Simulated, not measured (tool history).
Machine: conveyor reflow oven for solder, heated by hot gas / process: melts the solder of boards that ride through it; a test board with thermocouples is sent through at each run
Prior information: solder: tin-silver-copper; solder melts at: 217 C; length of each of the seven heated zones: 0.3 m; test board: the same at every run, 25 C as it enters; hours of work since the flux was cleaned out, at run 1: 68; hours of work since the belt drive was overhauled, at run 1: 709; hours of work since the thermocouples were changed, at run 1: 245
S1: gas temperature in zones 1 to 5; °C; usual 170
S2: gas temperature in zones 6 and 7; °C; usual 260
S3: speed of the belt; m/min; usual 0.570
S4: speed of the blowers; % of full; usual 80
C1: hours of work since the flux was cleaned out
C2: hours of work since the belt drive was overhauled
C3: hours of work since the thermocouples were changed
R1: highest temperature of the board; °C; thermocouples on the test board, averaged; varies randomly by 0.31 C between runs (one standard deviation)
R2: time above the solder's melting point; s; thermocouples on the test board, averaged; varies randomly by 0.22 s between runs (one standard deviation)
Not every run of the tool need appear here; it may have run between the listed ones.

| run | hour | S1 | S2 | S3 | S4 | C1 | C2 | C3 | R1 | R2 |
|---|---|---|---|---|---|---|---|---|---|---|
| 1 | 0.0 | 170 | 260 | 0.570 | 80 | 68 | 709 | 245 | 250.3 | 46.6 |
| 2 | 39.5 | 170 | 260 | 0.544 | 80 | 89 | 729 | 265 | 251.4 | 50.2 |
| 3 | 61.8 | 170 | 260 | 0.570 | 56 | 100 | 741 | 277 | 245.2 | 42.4 |
| 4 | 96.3 | 170 | 260 | 0.570 | 56 | 118 | 759 | 295 | 245.2 | 42.3 |
| 5 | 137.2 | 170 | 260 | 0.570 | 67 | 140 | 781 | 317 | 248.1 | 44.6 |
| 6 | 180.5 | 170 | 260 | 0.570 | 67 | 163 | 803 | 339 | 247.4 | 44.1 |
|  | 189.2 | flux residue cleaned out of gas plates and filters |
| 7 | 210.8 | 170 | 260 | 0.570 | 67 | 11 | 817 | 353 | 248.6 | 45.0 |
| 8 | 255.6 | 170 | 260 | 0.489 | 67 | 35 | 840 | 376 | 252.1 | 56.5 |
| 9 | 287.5 | 170 | 260 | 0.489 | 67 | 52 | 857 | 393 | 252.6 | 56.7 |
| 10 | 325.0 | 170 | 260 | 0.570 | 80 | 71 | 876 | 413 | 250.8 | 47.3 |
| 11 | 363.4 | 160 | 260 | 0.570 | 80 | 91 | 897 | 433 | 249.6 | 43.4 |
|  | 371.4 | belt drive overhauled, speed set with a stopwatch |
| 12 | 402.9 | 160 | 260 | 0.570 | 80 | 110 | 17 | 451 | 249.8 | 44.3 |
| 13 | 437.1 | 170 | 260 | 0.570 | 80 | 128 | 34 | 469 | 250.2 | 47.8 |

What will run 14 give?
|  | 467.0 | belt drive overhauled, speed set with a stopwatch, once more |
| 14 | 482.4 | 170 | 250 | 0.570 | 70 | 150 | 8 | 491 | ? | ? |

R1: 239.8 °C
R2: 38.8 s
Minus the tool's unlogged condition, the same run would have read R1 239.2 °C, R2 38.7 s.
